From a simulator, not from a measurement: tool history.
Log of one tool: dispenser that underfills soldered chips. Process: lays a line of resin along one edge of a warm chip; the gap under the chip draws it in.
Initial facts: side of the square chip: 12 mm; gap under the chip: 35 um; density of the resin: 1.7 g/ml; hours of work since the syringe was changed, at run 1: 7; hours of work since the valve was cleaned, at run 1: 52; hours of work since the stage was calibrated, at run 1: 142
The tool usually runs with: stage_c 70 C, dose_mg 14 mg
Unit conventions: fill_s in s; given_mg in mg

run   hour  stage_c  dose_mg  hours of work since the syringe was changed  hours of work since the valve was cleaned  hours of work since the stage was calibrated  fill_s  given_mg
  1      0       70       14                                            7                                         52                                           142   297.8     13.52
       4.4  -- new syringe of resin
  2   14.6       70       14                                            8                                         63                                           153   319.4     13.33
      16.8  -- new syringe of resin
  3   21.9       70     17.9                                            4                                         68                                           159   247.3     17.12
      29.2  -- new syringe of resin
  4   36.7       70     17.9                                            6                                         79                                           170   266.5     17.15
      42.1  -- new syringe of resin
  5   50.4       70     17.9                                            6                                         90                                           180   287.1     17.04
      54.3  -- new syringe of resin
  6   61.6       70     17.9                                            6                                         98                                           188   269.3     17.05
      66.7  -- new syringe of resin
  7   71.5       76       14                                            4                                        105                                           196   195.5     13.28
      79.4  -- new syringe of resin
  8   79.7       82     15.6                                            0                                        112                                           202   124.9     14.65
      91.6  -- new syringe of resin
  9   93.1       70     14.9                                            1                                        122                                           212   205.8     13.86
       104  -- new syringe of resin
     106.3  -- dispensing valve cleaned and set on the balance
 10  108.2       55     15.9                                            2                                          1                                           222     408     15.91
 11  115.9       72     12.1                                            8                                          7                                           228   308.6     11.96
     117.5  -- new syringe of resin
 12  123.5       62     17.5                                            5                                         13                                           234   361.1     17.57
     129.8  -- new syringe of resin
 13  134.4       82     17.5                                            4                                         21                                           242   157.7      17.3

4 ways to go on from here, each from the tool as it stands after run 13. What would each give?
     142.9  -- new syringe of resin
  A  145.7       69     17.5                                            2                                         29                                           250       ?         ?
     142.9  -- new syringe of resin
  B  145.7       59     12.1                                            2                                         29                                           250       ?         ?
     142.9  -- new syringe of resin
  C  145.7       62     13.2                                            2                                         29                                           250       ?         ?
     142.9  -- new syringe of resin
  D  145.7       64     14.2                                            2                                         29                                           250       ?         ?

run  fill_s  given_mg
  A   226.1     17.26
  B   345.1     12.03
  C   299.9     13.12
  D   281.2     13.94
Take away the tool's hidden state, keep each run's random variation, and the runs would have read:
run  fill_s  given_mg
  A   194.4     17.51
  B   295.3     12.21
  C     257     13.31
  D   241.3     14.14
